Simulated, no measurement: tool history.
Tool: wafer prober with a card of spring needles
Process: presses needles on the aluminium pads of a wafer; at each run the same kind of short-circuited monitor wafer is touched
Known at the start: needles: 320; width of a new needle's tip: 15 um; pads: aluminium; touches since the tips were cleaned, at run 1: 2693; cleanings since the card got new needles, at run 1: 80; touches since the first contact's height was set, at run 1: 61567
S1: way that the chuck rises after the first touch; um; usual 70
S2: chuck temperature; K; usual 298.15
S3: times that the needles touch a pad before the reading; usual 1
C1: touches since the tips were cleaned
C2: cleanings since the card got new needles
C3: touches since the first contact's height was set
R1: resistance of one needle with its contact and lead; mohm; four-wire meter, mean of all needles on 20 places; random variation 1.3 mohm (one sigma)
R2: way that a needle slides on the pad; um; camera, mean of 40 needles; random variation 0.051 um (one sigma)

run   hour  S1      S2  S3    C1   C2      C3   R1     R2
  1    0.0  70  298.15   1  2693   80   61567  168  18.46
       6.8  -- tips cleaned on abrasive film
      20.4  -- tips cleaned on abrasive film
  2   29.4  90  298.15   1  3653   82   73371  152  23.77
      35.7  -- tips cleaned on abrasive film
      50.7  -- tips cleaned on abrasive film
  3   62.0  90  298.15   1  4540   84   86459  160  23.71
      65.4  -- tips cleaned on abrasive film
      81.0  -- tips cleaned on abrasive film
      96.7  -- tips cleaned on abrasive film
  4  101.0  90  298.15   1  1724   87  102095  139  23.68
     111.0  -- tips cleaned on abrasive film
     125.2  -- tips cleaned on abrasive film
     125.5  -- height of the first contact set anew
     141.3  -- tips cleaned on abrasive film
  5  142.7  90  298.15   1   576   90    6894  126  23.46
     154.8  -- tips cleaned on abrasive film
  6  164.2  90  298.15   1  3783   91   15545  154  23.37
     170.6  -- tips cleaned on abrasive film
     185.5  -- tips cleaned on abrasive film
     200.1  -- tips cleaned on abrasive film
  7  202.7  90  298.15   3  1068   94   30996  120  23.42
     216.0  -- tips cleaned on abrasive film
  8  227.6  90  298.15   3  4664   95   41012  125  23.33
     231.0  -- tips cleaned on abrasive film
     247.6  -- tips cleaned on abrasive film
  9  255.7  65  312.15   1  3249   97   52290  202  16.78
     262.4  -- tips cleaned on abrasive film
     278.3  -- tips cleaned on abrasive film
     293.5  -- tips cleaned on abrasive film
     305.7  -- height of the first contact set anew, once more
 10  306.0  85  310.15   3  4925  100     121  128  22.68
     309.4  -- tips cleaned on abrasive film
     325.7  -- tips cleaned on abrasive film
     340.5  -- tips cleaned on abrasive film
 11  348.2  86  298.15   1  3132  103   17078  148  22.92
     354.8  -- tips cleaned on abrasive film
     369.7  -- tips cleaned on abrasive film
     385.4  -- tips cleaned on abrasive film
 12  392.1  86  298.15   1  2733  106   34716  153  22.80
     401.4  -- tips cleaned on abrasive film
     417.5  -- tips cleaned on abrasive film
     431.7  -- tips cleaned on abrasive film
 13  431.7  86  298.15   1     0  109   50575  112  22.81
     447.1  -- tips cleaned on abrasive film
     462.9  -- tips cleaned on abrasive film
 14  475.2  86  364.15   1  4943  111   68068  171  22.72

Run 15 comes next. What will it give?
     477.9  -- tips cleaned on abrasive film
     493.2  -- tips cleaned on abrasive film
 15  497.7  59  302.15   1  1825  113  77104   ?   ?

R1: 181 mohm
R2: 15.41 um
Without the tool's hidden state the same run would have given R1 114 mohm, R2 15.69 um.
